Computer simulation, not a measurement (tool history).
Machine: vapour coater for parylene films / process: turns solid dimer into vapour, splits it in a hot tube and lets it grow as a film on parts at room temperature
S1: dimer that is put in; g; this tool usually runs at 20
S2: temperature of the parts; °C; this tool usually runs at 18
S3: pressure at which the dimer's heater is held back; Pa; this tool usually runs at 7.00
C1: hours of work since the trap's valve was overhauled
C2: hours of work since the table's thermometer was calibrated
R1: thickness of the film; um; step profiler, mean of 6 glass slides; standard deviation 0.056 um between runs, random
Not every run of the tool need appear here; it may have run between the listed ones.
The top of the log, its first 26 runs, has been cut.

{"run": 27, "hour": 502.6, "S1": 10, "S2": 14, "S3": 4.08, "C1": 365, "C2": 680, "R1": 3.98}
{"hour": 508.4, "done": "trap's valve overhauled"}
{"run": 28, "hour": 526.6, "S1": 22, "S2": 18, "S3": 2.03, "C1": 11, "C2": 691, "R1": 9.27}
{"run": 29, "hour": 543.4, "S1": 22, "S2": 18, "S3": 2.03, "C1": 20, "C2": 701, "R1": 9.36}
{"run": 30, "hour": 570.0, "S1": 22, "S2": 18, "S3": 2.03, "C1": 36, "C2": 717, "R1": 9.21}
{"run": 31, "hour": 584.6, "S1": 16, "S2": 12, "S3": 2.94, "C1": 45, "C2": 725, "R1": 7.17}
{"run": 32, "hour": 599.7, "S1": 20, "S2": 18, "S3": 6.06, "C1": 53, "C2": 734, "R1": 6.71}
{"run": 33, "hour": 615.0, "S1": 12, "S2": 18, "S3": 7.0, "C1": 62, "C2": 743, "R1": 3.85}
{"run": 34, "hour": 630.6, "S1": 12, "S2": 26, "S3": 9.81, "C1": 71, "C2": 752, "R1": 2.95}
{"run": 35, "hour": 656.7, "S1": 12, "S2": 17, "S3": 2.11, "C1": 87, "C2": 767, "R1": 5.27}
{"run": 36, "hour": 675.3, "S1": 28, "S2": 17, "S3": 2.08, "C1": 98, "C2": 778, "R1": 12.22}
{"run": 37, "hour": 704.7, "S1": 28, "S2": 17, "S3": 2.08, "C1": 115, "C2": 795, "R1": 12.05}
{"run": 38, "hour": 723.9, "S1": 28, "S2": 17, "S3": 2.08, "C1": 126, "C2": 807, "R1": 12.02}
{"run": 39, "hour": 739.9, "S1": 12, "S2": 21, "S3": 11.89, "C1": 135, "C2": 816, "R1": 3.15}
{"run": 40, "hour": 758.5, "S1": 27, "S2": 17, "S3": 4.44, "C1": 146, "C2": 827, "R1": 9.85}
{"run": 41, "hour": 771.3, "S1": 20, "S2": 12, "S3": 7.0, "C1": 154, "C2": 834, "R1": 7.44}
{"run": 42, "hour": 787.2, "S1": 20, "S2": 12, "S3": 7.0, "C1": 163, "C2": 844, "R1": 7.41}
{"run": 43, "hour": 809.6, "S1": 9, "S2": 26, "S3": 2.77, "C1": 176, "C2": 857, "R1": 2.96}
{"run": 44, "hour": 830.9, "S1": 9, "S2": 12, "S3": 2.1, "C1": 188, "C2": 869, "R1": 3.96}
{"run": 45, "hour": 847.8, "S1": 20, "S2": 18, "S3": 3.49, "C1": 198, "C2": 879, "R1": 7.51}
{"run": 46, "hour": 866.6, "S1": 20, "S2": 18, "S3": 3.49, "C1": 209, "C2": 890, "R1": 7.52}
{"run": 47, "hour": 894.6, "S1": 20, "S2": 21, "S3": 3.22, "C1": 226, "C2": 906, "R1": 7.2}
{"run": 48, "hour": 907.2, "S1": 27, "S2": 13, "S3": 4.4, "C1": 233, "C2": 914, "R1": 10.96}

3 ways to go on from here, each from the tool as it stands after run 48. What would each give?
{"run": "A", "hour": 936.0, "S1": 12, "S2": 18, "S3": 4.85, "C1": 250, "C2": 931, "R1": "?"}
{"run": "B", "hour": 936.0, "S1": 32, "S2": 13, "S3": 4.4, "C1": 250, "C2": 931, "R1": "?"}
{"run": "C", "hour": 936.0, "S1": 20, "S2": 18, "S3": 10.68, "C1": 250, "C2": 931, "R1": "?"}

run=A R1=4.19
run=B R1=12.92
run=C R1=5.84
The same runs, with their run-to-run variation unchanged, on a tool lacking any hidden condition would have given:
run=A R1=4.20
run=B R1=12.96
run=C R1=5.86
